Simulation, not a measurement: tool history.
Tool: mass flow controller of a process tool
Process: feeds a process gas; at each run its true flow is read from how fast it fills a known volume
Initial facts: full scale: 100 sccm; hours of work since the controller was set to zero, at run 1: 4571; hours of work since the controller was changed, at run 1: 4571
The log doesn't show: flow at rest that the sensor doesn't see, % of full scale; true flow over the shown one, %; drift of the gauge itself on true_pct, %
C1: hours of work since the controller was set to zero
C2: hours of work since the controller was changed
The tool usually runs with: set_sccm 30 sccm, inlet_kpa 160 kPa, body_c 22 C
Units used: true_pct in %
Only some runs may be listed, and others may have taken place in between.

run 1 hour=0 | set_sccm=30 inlet_kpa=160 body_c=22 | C1=4571 C2=4571 | true_pct=100.01
-- hour=126.3 controller's zero set anew
run 2 hour=237.9 | set_sccm=30 inlet_kpa=220 body_c=22 | C1=50 C2=4678 | true_pct=100.02
run 3 hour=570.1 | set_sccm=30 inlet_kpa=220 body_c=22 | C1=199 C2=4827 | true_pct=100.15
run 4 hour=868.9 | set_sccm=30 inlet_kpa=220 body_c=22 | C1=333 C2=4961 | true_pct=100.1
run 5 hour=1174 | set_sccm=27 inlet_kpa=220 body_c=22 | C1=470 C2=5097 | true_pct=100
run 6 hour=1637.1 | set_sccm=27 inlet_kpa=220 body_c=22 | C1=677 C2=5305 | true_pct=100.09
run 7 hour=2051.4 | set_sccm=27 inlet_kpa=220 body_c=22 | C1=863 C2=5491 | true_pct=100.06
run 8 hour=2357.1 | set_sccm=27 inlet_kpa=220 body_c=22 | C1=1000 C2=5628 | true_pct=100.05
run 9 hour=2704.1 | set_sccm=27 inlet_kpa=220 body_c=22 | C1=1155 C2=5783 | true_pct=100.09
run 10 hour=2994.6 | set_sccm=30 inlet_kpa=160 body_c=22 | C1=1286 C2=5913 | true_pct=99.96
run 11 hour=3317 | set_sccm=30 inlet_kpa=160 body_c=22 | C1=1430 C2=6058 | true_pct=100.02
run 12 hour=3531.6 | set_sccm=30 inlet_kpa=160 body_c=22 | C1=1526 C2=6154 | true_pct=100.12
run 13 hour=3943.4 | set_sccm=30 inlet_kpa=199 body_c=22 | C1=1711 C2=6339 | true_pct=99.98
run 14 hour=4240.6 | set_sccm=30 inlet_kpa=199 body_c=22 | C1=1844 C2=6472 | true_pct=100
run 15 hour=4689.7 | set_sccm=30 inlet_kpa=199 body_c=22 | C1=2045 C2=6673 | true_pct=100.05
run 16 hour=5061 | set_sccm=30 inlet_kpa=199 body_c=27 | C1=2212 C2=6840 | true_pct=99.55
run 17 hour=5371.9 | set_sccm=30 inlet_kpa=199 body_c=27 | C1=2351 C2=6979 | true_pct=99.49
run 18 hour=5684.4 | set_sccm=30 inlet_kpa=160 body_c=22 | C1=2491 C2=7119 | true_pct=99.95
run 19 hour=5969.1 | set_sccm=30 inlet_kpa=160 body_c=22 | C1=2619 C2=7247 | true_pct=100.04
run 20 hour=6431.1 | set_sccm=30 inlet_kpa=160 body_c=22 | C1=2826 C2=7454 | true_pct=99.99
run 21 hour=6708.5 | set_sccm=30 inlet_kpa=160 body_c=22 | C1=2950 C2=7578 | true_pct=99.98
run 22 hour=6979.3 | set_sccm=30 inlet_kpa=160 body_c=22 | C1=3072 C2=7699 | true_pct=99.97
run 23 hour=7440.5 | set_sccm=30 inlet_kpa=160 body_c=22 | C1=3278 C2=7906 | true_pct=99.92
run 24 hour=7742.6 | set_sccm=30 inlet_kpa=160 body_c=22 | C1=3414 C2=8041 | true_pct=100.01
run 25 hour=7977.4 | set_sccm=30 inlet_kpa=160 body_c=22 | C1=3519 C2=8147 | true_pct=99.94
run 26 hour=8347.2 | set_sccm=30 inlet_kpa=185 body_c=22 | C1=3685 C2=8312 | true_pct=100.02
run 27 hour=8544.3 | set_sccm=35 inlet_kpa=182 body_c=33 | C1=3773 C2=8401 | true_pct=98.79
run 28 hour=8979.3 | set_sccm=87 inlet_kpa=266 body_c=37 | C1=3968 C2=8596 | true_pct=98.74
run 29 hour=9249.8 | set_sccm=18 inlet_kpa=184 body_c=32 | C1=4089 C2=8717 | true_pct=98.96
run 30 hour=9502.2 | set_sccm=30 inlet_kpa=266 body_c=38 | C1=4202 C2=8830 | true_pct=98.44
run 31 hour=9868 | set_sccm=30 inlet_kpa=266 body_c=38 | C1=4366 C2=8994 | true_pct=98.55
run 32 hour=10332.3 | set_sccm=30 inlet_kpa=146 body_c=22 | C1=4574 C2=9202 | true_pct=99.85
-- hour=10456.2 controller's zero set anew
run 33 hour=10631.1 | set_sccm=30 inlet_kpa=163 body_c=39 | C1=78 C2=9336 | true_pct=98.14
run 34 hour=10938.8 | set_sccm=30 inlet_kpa=163 body_c=39 | C1=216 C2=9474 | true_pct=98.04
run 35 hour=11275.9 | set_sccm=12 inlet_kpa=163 body_c=25 | C1=367 C2=9625 | true_pct=99.59
run 36 hour=11554.2 | set_sccm=12 inlet_kpa=163 body_c=25 | C1=492 C2=9750 | true_pct=99.64
run 37 hour=11837.1 | set_sccm=12 inlet_kpa=163 body_c=25 | C1=619 C2=9876 | true_pct=99.65
run 38 hour=12191.6 | set_sccm=12 inlet_kpa=163 body_c=25 | C1=778 C2=10035 | true_pct=99.52
run 39 hour=12638.6 | set_sccm=45 inlet_kpa=142 body_c=30 | C1=978 C2=10236 | true_pct=99.11
run 40 hour=12880.3 | set_sccm=52 inlet_kpa=141 body_c=23 | C1=1086 C2=10344 | true_pct=99.96
run 41 hour=13367.6 | set_sccm=16 inlet_kpa=206 body_c=22 | C1=1305 C2=10562 | true_pct=100.07

Run 42 has not been measured yet. What should we expect?
run 42 hour=13752.8 | set_sccm=16 inlet_kpa=206 body_c=22 | C1=1478 C2=10735 | true_pct=?

{"run 42": {"true_pct": 99.97}}
On a tool with no hidden condition, and with the same random variation, this run would have come out at true_pct 99.96 %.
